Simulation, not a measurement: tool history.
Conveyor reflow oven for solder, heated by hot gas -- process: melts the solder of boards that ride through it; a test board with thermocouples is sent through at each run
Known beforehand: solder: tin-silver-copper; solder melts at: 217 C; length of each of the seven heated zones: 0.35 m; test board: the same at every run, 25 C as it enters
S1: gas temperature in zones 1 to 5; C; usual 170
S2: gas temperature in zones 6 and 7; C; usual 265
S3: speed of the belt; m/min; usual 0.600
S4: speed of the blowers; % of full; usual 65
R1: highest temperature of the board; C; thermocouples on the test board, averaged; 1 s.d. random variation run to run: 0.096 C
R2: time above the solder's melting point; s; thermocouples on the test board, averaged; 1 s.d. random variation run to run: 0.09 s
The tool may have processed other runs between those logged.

{"run": 1, "hour": 0.0, "S1": 170, "S2": 265, "S3": 0.6, "S4": 65, "R1": 253.68, "R2": 53.52}
{"run": 2, "hour": 9.8, "S1": 170, "S2": 265, "S3": 0.6, "S4": 59, "R1": 252.01, "R2": 52.02}
{"run": 3, "hour": 29.7, "S1": 170, "S2": 265, "S3": 0.6, "S4": 65, "R1": 253.57, "R2": 53.47}
{"run": 4, "hour": 40.9, "S1": 170, "S2": 265, "S3": 0.6, "S4": 65, "R1": 253.51, "R2": 53.44}
{"run": 5, "hour": 61.4, "S1": 170, "S2": 265, "S3": 0.6, "S4": 65, "R1": 253.61, "R2": 53.55}
{"run": 6, "hour": 78.0, "S1": 170, "S2": 265, "S3": 0.6, "S4": 77, "R1": 256.21, "R2": 55.71}
{"run": 7, "hour": 96.5, "S1": 170, "S2": 265, "S3": 0.6, "S4": 77, "R1": 256.18, "R2": 55.61}
{"run": 8, "hour": 112.2, "S1": 175, "S2": 265, "S3": 0.6, "S4": 66, "R1": 254.56, "R2": 55.6}
{"run": 9, "hour": 132.5, "S1": 175, "S2": 265, "S3": 0.6, "S4": 66, "R1": 254.1, "R2": 55.67}
{"run": 10, "hour": 145.0, "S1": 170, "S2": 265, "S3": 0.6, "S4": 88, "R1": 257.86, "R2": 57.19}
{"hour": 159.5, "done": "flux residue cleaned out of gas plates and filters"}
{"run": 11, "hour": 172.2, "S1": 170, "S2": 273, "S3": 0.588, "S4": 80, "R1": 265.7, "R2": 62.05}
{"run": 12, "hour": 182.3, "S1": 170, "S2": 273, "S3": 0.588, "S4": 80, "R1": 265.69, "R2": 62.01}
{"run": 13, "hour": 195.4, "S1": 157, "S2": 265, "S3": 0.6, "S4": 57, "R1": 249.85, "R2": 46.88}

Alternative continuations, all from the tool just after run 13; predict every row:
{"run": "A", "hour": 210.4, "S1": 179, "S2": 265, "S3": 0.6, "S4": 62, "R1": "?", "R2": "?"}
{"run": "B", "hour": 210.4, "S1": 157, "S2": 273, "S3": 0.6, "S4": 57, "R1": "?", "R2": "?"}
{"run": "C", "hour": 210.4, "S1": 157, "S2": 278, "S3": 0.6, "S4": 85, "R1": "?", "R2": "?"}

run=A R1=254.99 R2=57.31
run=B R1=257.12 R2=51.69
run=C R1=269.65 R2=59.29
Without the tool's unlogged condition, the same runs would have read:
run=A R1=252.73 R2=54.99
run=B R1=254.75 R2=49.31
run=C R1=267.40 R2=57.37
